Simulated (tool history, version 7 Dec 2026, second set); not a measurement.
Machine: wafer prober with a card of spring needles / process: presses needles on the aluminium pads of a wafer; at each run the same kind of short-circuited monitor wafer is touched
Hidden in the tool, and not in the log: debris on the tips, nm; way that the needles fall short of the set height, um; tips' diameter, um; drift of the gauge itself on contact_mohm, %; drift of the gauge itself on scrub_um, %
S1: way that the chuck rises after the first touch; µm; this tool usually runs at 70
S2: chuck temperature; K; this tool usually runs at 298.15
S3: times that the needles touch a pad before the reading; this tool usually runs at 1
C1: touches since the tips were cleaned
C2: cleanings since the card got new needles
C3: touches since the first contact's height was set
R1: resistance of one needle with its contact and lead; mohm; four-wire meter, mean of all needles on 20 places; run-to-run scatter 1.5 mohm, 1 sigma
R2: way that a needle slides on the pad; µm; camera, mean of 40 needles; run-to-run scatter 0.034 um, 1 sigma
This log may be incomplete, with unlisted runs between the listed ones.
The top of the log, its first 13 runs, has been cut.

| run | hour | S1 | S2 | S3 | C1 | C2 | C3 | R1 | R2 |
|---|---|---|---|---|---|---|---|---|---|
|  | 139.9 | tips cleaned on abrasive film |
| 14 | 145.1 | 70 | 298.15 | 1 | 1842 | 55 | 60864 | 180 | 18.48 |
|  | 149 | tips cleaned on abrasive film |
| 15 | 156.2 | 70 | 298.15 | 1 | 2560 | 56 | 64798 | 180 | 18.56 |
|  | 158.2 | tips cleaned on abrasive film |
|  | 158.5 | height of the first contact set anew |
|  | 168.2 | tips cleaned on abrasive film |
| 16 | 172.2 | 70 | 298.15 | 1 | 1441 | 58 | 4844 | 179 | 18.76 |
|  | 178 | tips cleaned on abrasive film |
| 17 | 182.7 | 70 | 395.15 | 1 | 1697 | 59 | 8538 | 194 | 18.77 |
|  | 187.5 | tips cleaned on abrasive film |
| 18 | 191.7 | 70 | 395.15 | 1 | 1492 | 60 | 11681 | 194 | 18.75 |
|  | 196.5 | tips cleaned on abrasive film |
| 19 | 205 | 61 | 384.15 | 1 | 3010 | 61 | 16369 | 213 | 16.32 |
|  | 206 | tips cleaned on abrasive film |
|  | 215.1 | tips cleaned on abrasive film |
| 20 | 222.9 | 67 | 298.15 | 1 | 2756 | 63 | 22668 | 188 | 17.89 |
|  | 224.6 | tips cleaned on abrasive film |
|  | 233.7 | tips cleaned on abrasive film |
| 21 | 233.7 | 89 | 333.15 | 1 | 0 | 65 | 26443 | 151 | 23.89 |
|  | 243.7 | tips cleaned on abrasive film |
| 22 | 247.9 | 56 | 322.15 | 1 | 1512 | 66 | 31466 | 198 | 14.94 |
|  | 252.6 | tips cleaned on abrasive film |
| 23 | 256.9 | 57 | 322.15 | 3 | 1531 | 67 | 34635 | 168 | 15.16 |
|  | 262.2 | tips cleaned on abrasive film |
| 24 | 268 | 55 | 391.15 | 2 | 2067 | 68 | 38529 | 202 | 14.6 |
|  | 271.3 | tips cleaned on abrasive film |
|  | 280.7 | tips cleaned on abrasive film |
| 25 | 282.5 | 82 | 336.15 | 2 | 627 | 70 | 43611 | 161 | 21.91 |
|  | 290.6 | tips cleaned on abrasive film |
| 26 | 295.6 | 82 | 336.15 | 2 | 1782 | 71 | 48228 | 166 | 21.8 |
|  | 300.1 | tips cleaned on abrasive film |
| 27 | 307.1 | 82 | 307.15 | 1 | 2492 | 72 | 52287 | 176 | 21.83 |
|  | 309.2 | tips cleaned on abrasive film |
| 28 | 316.1 | 79 | 298.15 | 1 | 2423 | 73 | 55437 | 178 | 20.99 |
|  | 319 | tips cleaned on abrasive film |
| 29 | 327.7 | 70 | 298.15 | 1 | 3080 | 74 | 59546 | 190 | 18.57 |
|  | 328.8 | tips cleaned on abrasive film |
| 30 | 335 | 70 | 352.15 | 1 | 2234 | 75 | 62121 | 195 | 18.49 |
|  | 337.9 | tips cleaned on abrasive film |
|  | 345.4 | height of the first contact set anew |
|  | 347.6 | tips cleaned on abrasive film |
| 31 | 349.8 | 84 | 298.15 | 1 | 776 | 77 | 1535 | 160 | 22.49 |
|  | 357.2 | tips cleaned on abrasive film |
| 32 | 360.7 | 70 | 343.15 | 1 | 1229 | 78 | 5373 | 182 | 18.78 |

Below are 4 alternative next runs, each starting from the tool's condition after run 32. Predict each:
|  | 367 | tips cleaned on abrasive film |
| A | 374.2 | 76 | 343.15 | 1 | 2555 | 79 | 10132 | ? | ? |
|  | 367 | tips cleaned on abrasive film |
| B | 374.2 | 80 | 298.15 | 1 | 2555 | 79 | 10132 | ? | ? |
|  | 367 | tips cleaned on abrasive film |
| C | 374.2 | 56 | 386.15 | 3 | 2555 | 79 | 10132 | ? | ? |
|  | 367 | tips cleaned on abrasive film |
| D | 374.2 | 76 | 319.15 | 1 | 2555 | 79 | 10132 | ? | ? |

| run | R1 | R2 |
|---|---|---|
| A | 190 | 20.37 |
| B | 177 | 21.4 |
| C | 188 | 15.02 |
| D | 185 | 20.36 |
Without the tool's hidden state the same runs would have given:
| run | R1 | R2 |
|---|---|---|
| A | 157 | 20.41 |
| B | 145 | 21.43 |
| C | 168 | 15.06 |
| D | 151 | 20.4 |
